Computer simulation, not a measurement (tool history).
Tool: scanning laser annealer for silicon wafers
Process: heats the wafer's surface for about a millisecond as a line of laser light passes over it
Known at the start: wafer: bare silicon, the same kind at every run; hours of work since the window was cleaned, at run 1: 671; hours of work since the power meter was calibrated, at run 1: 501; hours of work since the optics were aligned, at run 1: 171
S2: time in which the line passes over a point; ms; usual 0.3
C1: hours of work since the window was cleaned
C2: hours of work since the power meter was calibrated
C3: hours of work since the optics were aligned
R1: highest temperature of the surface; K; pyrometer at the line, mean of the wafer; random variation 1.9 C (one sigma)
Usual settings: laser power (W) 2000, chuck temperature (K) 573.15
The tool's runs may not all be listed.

run 1 day=0 | laser_power_(W)=2000 S2=0.3 chuck_temperature_(K)=573.15 | C1=671 C2=501 C3=171 | R1=1385.15
run 2 day=0.538 | laser_power_(W)=2000 S2=0.3 chuck_temperature_(K)=573.15 | C1=681 C2=512 C3=182 | R1=1388.15
run 3 day=0.838 | laser_power_(W)=2000 S2=0.3 chuck_temperature_(K)=573.15 | C1=687 C2=517 C3=187 | R1=1392.15
run 4 day=1.271 | laser_power_(W)=2000 S2=0.3 chuck_temperature_(K)=573.15 | C1=695 C2=526 C3=196 | R1=1387.15
run 5 day=1.817 | laser_power_(W)=2000 S2=0.3 chuck_temperature_(K)=573.15 | C1=706 C2=536 C3=206 | R1=1389.15
run 6 day=2.408 | laser_power_(W)=2000 S2=0.3 chuck_temperature_(K)=573.15 | C1=717 C2=547 C3=217 | R1=1389.15
run 7 day=2.683 | laser_power_(W)=2000 S2=0.3 chuck_temperature_(K)=573.15 | C1=722 C2=553 C3=223 | R1=1390.15
run 8 day=3.079 | laser_power_(W)=2000 S2=0.3 chuck_temperature_(K)=573.15 | C1=730 C2=560 C3=230 | R1=1390.15
run 9 day=3.462 | laser_power_(W)=2000 S2=0.327 chuck_temperature_(K)=573.15 | C1=737 C2=568 C3=238 | R1=1429.15
run 10 day=3.862 | laser_power_(W)=2000 S2=0.327 chuck_temperature_(K)=573.15 | C1=745 C2=575 C3=245 | R1=1431.15
run 11 day=4.183 | laser_power_(W)=2000 S2=0.3 chuck_temperature_(K)=573.15 | C1=751 C2=582 C3=252 | R1=1384.15
run 12 day=4.579 | laser_power_(W)=2000 S2=0.3 chuck_temperature_(K)=573.15 | C1=759 C2=589 C3=259 | R1=1389.15
run 13 day=4.971 | laser_power_(W)=2000 S2=0.3 chuck_temperature_(K)=573.15 | C1=766 C2=597 C3=267 | R1=1385.15
run 14 day=5.267 | laser_power_(W)=2000 S2=0.3 chuck_temperature_(K)=573.15 | C1=772 C2=602 C3=272 | R1=1387.15
run 15 day=5.579 | laser_power_(W)=2000 S2=0.333 chuck_temperature_(K)=546.15 | C1=778 C2=608 C3=278 | R1=1414.15
run 16 day=5.967 | laser_power_(W)=1769 S2=0.325 chuck_temperature_(K)=573.15 | C1=785 C2=616 C3=286 | R1=1306.15
run 17 day=6.529 | laser_power_(W)=1769 S2=0.292 chuck_temperature_(K)=577.15 | C1=796 C2=626 C3=296 | R1=1264.15
run 18 day=7.158 | laser_power_(W)=1911 S2=0.262 chuck_temperature_(K)=577.15 | C1=808 C2=639 C3=309 | R1=1291.15
-- day=7.542 window over the wafer cleaned
run 19 day=7.746 | laser_power_(W)=1911 S2=0.262 chuck_temperature_(K)=577.15 | C1=4 C2=648 C3=318 | R1=1289.15
run 20 day=8.162 | laser_power_(W)=1911 S2=0.262 chuck_temperature_(K)=577.15 | C1=12 C2=656 C3=326 | R1=1292.15
run 21 day=8.567 | laser_power_(W)=1911 S2=0.262 chuck_temperature_(K)=594.15 | C1=20 C2=664 C3=334 | R1=1306.15
run 22 day=9.071 | laser_power_(W)=1766 S2=0.247 chuck_temperature_(K)=599.15 | C1=29 C2=674 C3=344 | R1=1222.15
run 23 day=9.688 | laser_power_(W)=1766 S2=0.247 chuck_temperature_(K)=599.15 | C1=41 C2=685 C3=355 | R1=1223.15
run 24 day=10.258 | laser_power_(W)=1766 S2=0.247 chuck_temperature_(K)=599.15 | C1=52 C2=696 C3=366 | R1=1224.15
run 25 day=10.638 | laser_power_(W)=2060 S2=0.3 chuck_temperature_(K)=554.15 | C1=59 C2=704 C3=374 | R1=1400.15
run 26 day=11.254 | laser_power_(W)=2119 S2=0.3 chuck_temperature_(K)=554.15 | C1=71 C2=716 C3=386 | R1=1429.15
run 27 day=11.621 | laser_power_(W)=2000 S2=0.213 chuck_temperature_(K)=544.15 | C1=78 C2=723 C3=393 | R1=1212.15
run 28 day=12.104 | laser_power_(W)=2000 S2=0.213 chuck_temperature_(K)=544.15 | C1=88 C2=732 C3=402 | R1=1211.15

Forecast each of these 3 alternatives for the next run:
run A day=12.558 | laser_power_(W)=2000 S2=0.3 chuck_temperature_(K)=569.15 | C1=96 C2=740 C3=410 | R1=?
run B day=12.558 | laser_power_(W)=1997 S2=0.283 chuck_temperature_(K)=540.15 | C1=96 C2=740 C3=410 | R1=?
run C day=12.558 | laser_power_(W)=2013 S2=0.3 chuck_temperature_(K)=573.15 | C1=96 C2=740 C3=410 | R1=?

run=A R1=1385.15
run=B R1=1328.15
run=C R1=1394.15
Without the tool's hidden state the same runs would have given:
run=A R1=1385.15
run=B R1=1328.15
run=C R1=1394.15
